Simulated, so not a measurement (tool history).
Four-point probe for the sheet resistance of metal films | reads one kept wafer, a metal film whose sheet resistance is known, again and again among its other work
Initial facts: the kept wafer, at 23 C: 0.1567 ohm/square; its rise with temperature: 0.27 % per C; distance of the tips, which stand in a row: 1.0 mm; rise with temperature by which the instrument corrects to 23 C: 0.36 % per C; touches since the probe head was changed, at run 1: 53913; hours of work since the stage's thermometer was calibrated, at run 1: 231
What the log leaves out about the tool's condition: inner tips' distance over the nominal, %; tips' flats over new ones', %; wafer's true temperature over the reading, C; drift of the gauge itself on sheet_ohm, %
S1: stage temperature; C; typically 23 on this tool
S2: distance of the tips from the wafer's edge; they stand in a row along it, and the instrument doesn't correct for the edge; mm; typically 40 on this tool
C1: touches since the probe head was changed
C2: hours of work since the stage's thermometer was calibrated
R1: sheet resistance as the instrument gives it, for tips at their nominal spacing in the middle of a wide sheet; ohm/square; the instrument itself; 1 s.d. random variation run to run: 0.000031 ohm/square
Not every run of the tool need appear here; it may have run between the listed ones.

| run | hour | S1 | S2 | C1 | C2 | R1 |
|---|---|---|---|---|---|---|
| 1 | 0 | 23 | 40 | 53913 | 231 | 0.158303 |
| 2 | 21.3 | 23 | 40 | 54533 | 243 | 0.158342 |
| 3 | 43.3 | 23 | 4 | 55172 | 255 | 0.163428 |
| 4 | 74.9 | 23 | 4 | 56093 | 272 | 0.163435 |
| 5 | 105.4 | 23 | 4 | 56981 | 289 | 0.163472 |
| 6 | 129.3 | 23 | 4 | 57675 | 302 | 0.163471 |
| 7 | 162.4 | 23 | 4 | 58640 | 320 | 0.163554 |
| 8 | 200.6 | 23 | 4 | 59751 | 341 | 0.163563 |
| 9 | 236.3 | 33 | 40 | 60789 | 360 | 0.157026 |
| 10 | 286.6 | 33 | 40 | 62254 | 388 | 0.157123 |
| 11 | 324.3 | 33 | 40 | 63349 | 408 | 0.15713 |
| 12 | 367.2 | 33 | 40 | 64600 | 432 | 0.157144 |
| 13 | 400 | 33 | 40 | 65554 | 450 | 0.157149 |
| 14 | 424.5 | 23 | 40 | 66266 | 463 | 0.158527 |
| 15 | 455.8 | 23 | 40 | 67178 | 480 | 0.158642 |
| 16 | 485.8 | 23 | 40 | 68050 | 497 | 0.158617 |
| 17 | 528.8 | 23 | 40 | 69302 | 520 | 0.158604 |
| 18 | 577.2 | 23 | 40 | 70711 | 547 | 0.158688 |
| 19 | 617.4 | 23 | 40 | 71881 | 569 | 0.158703 |
| 20 | 663.1 | 23 | 40 | 73210 | 594 | 0.158748 |
| 21 | 703.8 | 23 | 17 | 74395 | 616 | 0.158991 |
| 22 | 728.7 | 23 | 35 | 75119 | 629 | 0.158744 |
| 23 | 780 | 30 | 4 | 76612 | 657 | 0.16282 |
| 24 | 818.5 | 20 | 4 | 77733 | 679 | 0.164415 |
| 25 | 852 | 18 | 11 | 78707 | 697 | 0.160235 |
| 26 | 875.3 | 29 | 33 | 79386 | 710 | 0.158001 |
| 27 | 905.2 | 29 | 33 | 80256 | 726 | 0.158036 |
| 28 | 941.6 | 21 | 24 | 81316 | 746 | 0.159272 |
| 29 | 986.6 | 21 | 24 | 82625 | 770 | 0.159317 |
|  | 991.6 | stage's thermometer calibrated |
| 30 | 1036.7 | 21 | 24 | 84067 | 25 | 0.159278 |
| 31 | 1085.5 | 21 | 24 | 85487 | 51 | 0.159306 |
| 32 | 1106.1 | 27 | 7 | 86086 | 63 | 0.160004 |
| 33 | 1138.9 | 30 | 42 | 87042 | 81 | 0.157913 |
|  | 1146.9 | stage's thermometer calibrated, once more |
| 34 | 1170.7 | 29 | 70 | 87951 | 13 | 0.158218 |
| 35 | 1202.3 | 21 | 28 | 88873 | 30 | 0.159446 |
| 36 | 1241.3 | 23 | 23 | 90006 | 52 | 0.159301 |
| 37 | 1283.6 | 21 | 26 | 91237 | 75 | 0.159533 |
| 38 | 1330.6 | 19 | 13 | 92607 | 100 | 0.160287 |
| 39 | 1378.8 | 19 | 13 | 94008 | 127 | 0.160241 |
| 40 | 1413.4 | 19 | 13 | 95016 | 146 | 0.160336 |
| 41 | 1458.3 | 22 | 8 | 96323 | 170 | 0.160641 |
| 42 | 1484.1 | 30 | 17 | 97074 | 184 | 0.158553 |
| 43 | 1517.9 | 22 | 4 | 98056 | 203 | 0.16462 |
| 44 | 1546.1 | 21 | 5 | 98878 | 218 | 0.162935 |

What if the next run were any one of these 3? Each begins from the tool's condition after run 44:
| A | 1582.5 | 34 | 6 | 99936 | 238 | ? |
| B | 1582.5 | 20 | 58 | 99936 | 238 | ? |
| C | 1582.5 | 20 | 23 | 99936 | 238 | ? |

| run | R1 |
|---|---|
| A | 0.160045 |
| B | 0.159744 |
| C | 0.159909 |
The same runs, with their run-to-run variation unchanged, on a tool lacking any hidden condition would have given:
| run | R1 |
|---|---|
| A | 0.157436 |
| B | 0.157137 |
| C | 0.1573 |
